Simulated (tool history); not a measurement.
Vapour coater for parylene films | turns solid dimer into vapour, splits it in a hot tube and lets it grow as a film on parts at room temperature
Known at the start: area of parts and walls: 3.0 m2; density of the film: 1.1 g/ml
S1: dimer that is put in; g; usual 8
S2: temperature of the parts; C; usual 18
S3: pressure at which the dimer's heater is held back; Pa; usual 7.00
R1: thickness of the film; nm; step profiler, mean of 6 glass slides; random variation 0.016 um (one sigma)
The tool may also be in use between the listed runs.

{"run": 1, "day": 0.0, "S1": 8, "S2": 18, "S3": 7.0, "R1": 1270}
{"run": 2, "day": 1.104, "S1": 8, "S2": 18, "S3": 7.0, "R1": 1280}
{"run": 3, "day": 2.346, "S1": 8, "S2": 18, "S3": 7.0, "R1": 1290}
{"run": 4, "day": 3.829, "S1": 8, "S2": 18, "S3": 7.0, "R1": 1300}
{"run": 5, "day": 4.983, "S1": 8, "S2": 18, "S3": 7.0, "R1": 1270}
{"run": 6, "day": 6.579, "S1": 8, "S2": 18, "S3": 3.94, "R1": 1340}
{"run": 7, "day": 8.55, "S1": 8, "S2": 18, "S3": 3.94, "R1": 1330}
{"run": 8, "day": 9.55, "S1": 8, "S2": 18, "S3": 3.94, "R1": 1290}
{"run": 9, "day": 10.771, "S1": 7, "S2": 18, "S3": 3.94, "R1": 1140}
{"day": 12.071, "done": "table's thermometer calibrated"}
{"run": 10, "day": 12.071, "S1": 7, "S2": 18, "S3": 3.94, "R1": 1150}
{"run": 11, "day": 14.054, "S1": 8, "S2": 14, "S3": 7.0, "R1": 1500}
{"run": 12, "day": 15.967, "S1": 8, "S2": 14, "S3": 7.0, "R1": 1490}
{"run": 13, "day": 17.404, "S1": 8, "S2": 14, "S3": 7.0, "R1": 1490}
{"run": 14, "day": 18.817, "S1": 8, "S2": 14, "S3": 7.0, "R1": 1460}
{"run": 15, "day": 20.808, "S1": 8, "S2": 19, "S3": 7.0, "R1": 1150}
{"run": 16, "day": 22.433, "S1": 8, "S2": 18, "S3": 7.0, "R1": 1210}
{"run": 17, "day": 23.771, "S1": 8, "S2": 18, "S3": 7.0, "R1": 1220}
{"run": 18, "day": 25.146, "S1": 8, "S2": 18, "S3": 7.0, "R1": 1220}
{"run": 19, "day": 26.604, "S1": 8, "S2": 18, "S3": 7.0, "R1": 1170}
{"run": 20, "day": 28.388, "S1": 3, "S2": 29, "S3": 9.34, "R1": 250}
{"day": 30.554, "done": "trap's valve overhauled"}
{"run": 21, "day": 30.633, "S1": 4, "S2": 28, "S3": 5.24, "R1": 420}
{"run": 22, "day": 31.692, "S1": 4, "S2": 28, "S3": 5.24, "R1": 410}
{"run": 23, "day": 32.95, "S1": 8, "S2": 25, "S3": 11.48, "R1": 900}
{"run": 24, "day": 33.9, "S1": 8, "S2": 12, "S3": 4.69, "R1": 1870}
{"run": 25, "day": 34.838, "S1": 7, "S2": 12, "S3": 5.39, "R1": 1560}
{"run": 26, "day": 36.075, "S1": 8, "S2": 13, "S3": 7.0, "R1": 1670}
{"run": 27, "day": 37.533, "S1": 8, "S2": 17, "S3": 5.45, "R1": 1390}
{"run": 28, "day": 39.521, "S1": 8, "S2": 17, "S3": 5.45, "R1": 1370}
{"run": 29, "day": 40.929, "S1": 8, "S2": 17, "S3": 5.45, "R1": 1370}
{"run": 30, "day": 42.271, "S1": 8, "S2": 17, "S3": 5.45, "R1": 1380}
{"run": 31, "day": 44.038, "S1": 13, "S2": 12, "S3": 6.5, "R1": 2760}
{"run": 32, "day": 46.133, "S1": 6, "S2": 12, "S3": 2.48, "R1": 1400}
{"run": 33, "day": 47.425, "S1": 7, "S2": 12, "S3": 2.95, "R1": 1590}
{"run": 34, "day": 49.271, "S1": 8, "S2": 17, "S3": 5.26, "R1": 1330}
{"run": 35, "day": 51.208, "S1": 8, "S2": 17, "S3": 5.26, "R1": 1330}
{"run": 36, "day": 53.475, "S1": 8, "S2": 18, "S3": 2.88, "R1": 1320}
{"run": 37, "day": 55.454, "S1": 14, "S2": 11, "S3": 3.03, "R1": 3140}

Hidden state or all else? Some run-to-run changes of R1, split into what the settings, what came in and random variation would give without the hidden state, and what is left for the hidden state (with any gauge scatter that isn't in both results):
The hidden state here: vapour lost through the trap's worn valve, %; true temperature of the parts over the reading, C; drift of the gauge itself on film_um, %.
Run 19 -> 20: S1 8 -> 3, S2 18 -> 29, S3 7.00 -> 9.34. R1 -920 nm: hidden state +140, all else -1060.
Run 30 -> 31: S1 8 -> 13, S2 17 -> 12, S3 5.45 -> 6.50. R1 +1380 nm: hidden state -110, all else +1490.
Run 31 -> 32: S1 13 -> 6, S3 6.50 -> 2.48. R1 -1360 nm: hidden state +80, all else -1440.
Run 36 -> 37: S1 8 -> 14, S2 18 -> 11, S3 2.88 -> 3.03. R1 +1820 nm: hidden state -250, all else +2070.

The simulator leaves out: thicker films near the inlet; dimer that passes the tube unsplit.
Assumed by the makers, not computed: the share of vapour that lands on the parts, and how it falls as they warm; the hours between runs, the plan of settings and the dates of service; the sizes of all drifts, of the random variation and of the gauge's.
